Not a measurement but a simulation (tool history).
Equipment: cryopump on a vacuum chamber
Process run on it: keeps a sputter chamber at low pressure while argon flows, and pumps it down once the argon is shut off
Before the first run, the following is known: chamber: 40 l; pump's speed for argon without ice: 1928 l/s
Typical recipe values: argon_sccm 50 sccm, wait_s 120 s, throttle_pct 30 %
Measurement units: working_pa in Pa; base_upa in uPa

run    hour  argon_sccm  wait_s  throttle_pct  working_pa  base_upa
  1     0.0          50     120            30      0.1490      1.37
  2    51.5          48     120            30      0.1430      1.38
  3   108.9          50     195            30      0.1495      1.26
  4   159.6          50     195            30      0.1515      1.31
  5   226.6          50     195            30      0.1515      1.33
  6   282.2          50     195            30      0.1519      1.44
  7   348.5          50     195            30      0.1512      1.45
  8   413.6          50     120            30      0.1535      1.73
  9   467.7          50     120            30      0.1531      1.72
 10   505.4          50     120            30      0.1534      1.82
      562.0  -- pump warmed up, emptied and cooled again
 11   572.2          50     120            54      0.0821      1.66
 12   625.5          50     120            30      0.1477      1.61
 13   677.3          50     120            56      0.0798      1.71
 14   712.6          50     120            56      0.0805      1.77
 15   771.6          50     120            56      0.0817      1.86
 16   833.4          50     120            30      0.1493      1.81
 17   883.1          50     120            30      0.1492      1.86
 18   928.2          34      34            21      0.1444      3.23
 19   963.6          34      34            21      0.1463      3.28
 20  1011.0          34      70            21      0.1462      2.26
 21  1070.1          24     142            28      0.0784      1.98
 22  1101.1          50      61            29      0.1586      2.53
 23  1139.8          50      61            29      0.1597      2.61
 24  1204.8          32     168            44      0.0688      1.97
 25  1236.7          34      33            33      0.0963      3.65
 26  1267.4          34      33            33      0.0961      3.55
     1297.1  -- pump warmed up, emptied and cooled again
 27  1333.3          26     137            59      0.0399      1.94
 28  1401.7          41     137            29      0.1260      1.99
 29  1469.2          41     137            29      0.1256      2.00
 30  1521.0          50      98            22      0.2039      2.18

For run 31, what comes out?
 31  1555.7          67      98            39           ?         ?

{"run 31": {"working_pa": 0.1557, "base_upa": 2.28}}
If the tool had no hidden condition, the same run with the same run-to-run variation would have returned working_pa 0.1503 Pa, base_upa 0.80 uPa.
